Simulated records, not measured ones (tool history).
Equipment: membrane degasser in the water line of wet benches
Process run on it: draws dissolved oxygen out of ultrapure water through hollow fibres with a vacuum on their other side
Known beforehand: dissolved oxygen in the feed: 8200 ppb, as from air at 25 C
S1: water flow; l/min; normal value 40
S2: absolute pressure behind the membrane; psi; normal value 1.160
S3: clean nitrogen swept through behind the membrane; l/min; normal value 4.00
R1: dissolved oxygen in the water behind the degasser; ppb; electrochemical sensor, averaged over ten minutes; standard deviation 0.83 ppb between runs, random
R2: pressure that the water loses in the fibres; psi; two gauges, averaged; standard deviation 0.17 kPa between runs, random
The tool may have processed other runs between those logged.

Run 1, day 0.000: usual settings. Result: R1 120.4 ppb, R2 4.603 psi.
Run 2, day 7.512: usual settings. Result: R1 120.9 ppb, R2 4.595 psi.
Run 3, day 16.438: usual settings. Result: R1 120.5 ppb, R2 4.590 psi.
Run 4, day 21.171: usual settings but S2 2.029 psi. Result: R1 258.7 ppb, R2 4.601 psi.
Run 5, day 30.125: usual settings but S2 2.029 psi. Result: R1 257.0 ppb, R2 4.637 psi.
Run 6, day 35.158: usual settings but S2 2.029 psi. Result: R1 261.3 ppb, R2 4.605 psi.
Run 7, day 42.338: usual settings but S2 2.029 psi. Result: R1 258.1 ppb, R2 4.603 psi.
Run 8, day 52.658: usual settings but S2 2.029 psi. Result: R1 262.0 ppb, R2 4.618 psi.
Run 9, day 58.167: usual settings but S3 10.13 l/min. Result: R1 54.3 ppb, R2 4.593 psi.
Run 10, day 67.512: usual settings. Result: R1 123.0 ppb, R2 4.657 psi.
Run 11, day 74.633: usual settings. Result: R1 123.0 ppb, R2 4.689 psi.
Run 12, day 80.392: usual settings. Result: R1 123.4 ppb, R2 4.635 psi.
Run 13, day 88.488: usual settings. Result: R1 123.4 ppb, R2 4.683 psi.
At day 89.088: vacuum gauge calibrated.
Run 14, day 93.350: usual settings but S1 60 l/min, S3 8.20 l/min. Result: R1 111.9 ppb, R2 7.047 psi.
Run 15, day 98.592: usual settings but S1 30 l/min, S3 8.20 l/min. Result: R1 47.8 ppb, R2 3.477 psi.
Run 16, day 106.938: usual settings but S1 29 l/min, S2 2.522 psi, S3 4.66 l/min. Result: R1 217.0 ppb, R2 3.387 psi.
At day 113.288: seals of the vacuum lines changed.
Run 17, day 117.388: usual settings but S1 29 l/min, S2 2.522 psi, S3 4.66 l/min. Result: R1 215.5 ppb, R2 3.416 psi.
At day 119.592: vacuum gauge calibrated, once more.
Run 18, day 123.883: usual settings but S1 50 l/min, S2 0.750 psi, S3 6.20 l/min. Result: R1 50.4 ppb, R2 5.860 psi.
Run 19, day 134.588: usual settings but S1 50 l/min, S2 0.750 psi, S3 6.20 l/min. Result: R1 50.3 ppb, R2 5.860 psi.
Run 20, day 145.146: usual settings but S1 44 l/min, S2 2.013 psi, S3 2.33 l/min. Result: R1 436.0 ppb, R2 5.191 psi.
Run 21, day 150.896: usual settings but S1 44 l/min, S2 2.013 psi, S3 2.33 l/min. Result: R1 439.5 ppb, R2 5.210 psi.
Run 22, day 161.242: usual settings but S1 44 l/min, S2 2.013 psi, S3 2.33 l/min. Result: R1 443.2 ppb, R2 5.230 psi.
Run 23, day 171.683: usual settings but S1 44 l/min, S2 2.013 psi, S3 2.33 l/min. Result: R1 444.4 ppb, R2 5.246 psi.
Run 24, day 178.433: usual settings but S2 2.013 psi, S3 5.42 l/min. Result: R1 193.2 ppb, R2 4.741 psi.
Run 25, day 183.308: usual settings but S2 2.656 psi. Result: R1 348.4 ppb, R2 4.811 psi.
Run 26, day 189.246: usual settings but S1 54 l/min, S2 1.552 psi. Result: R1 247.3 ppb, R2 6.431 psi.

Alternative continuations, all from the tool just after run 26; predict every row:
At day 198.900: membrane cartridge changed.
Run A, day 199.912: usual settings but S1 45 l/min, S2 0.814 psi, S3 11.46 l/min. Result: R1 ?, R2 ?.
At day 198.900: membrane cartridge changed.
Run B, day 199.912: usual settings but S1 60 l/min, S2 1.552 psi. Result: R1 ?, R2 ?.
At day 198.900: membrane cartridge changed.
Run C, day 199.912: usual settings but S1 64 l/min. Result: R1 ?, R2 ?.

run     R1     R2
  A   27.7  4.760
  B  263.2  6.334
  C  190.3  6.743
Had the tool no hidden state, the same runs would have come out as:
run     R1     R2
  A   27.2  4.759
  B  261.2  6.334
  C  188.5  6.741
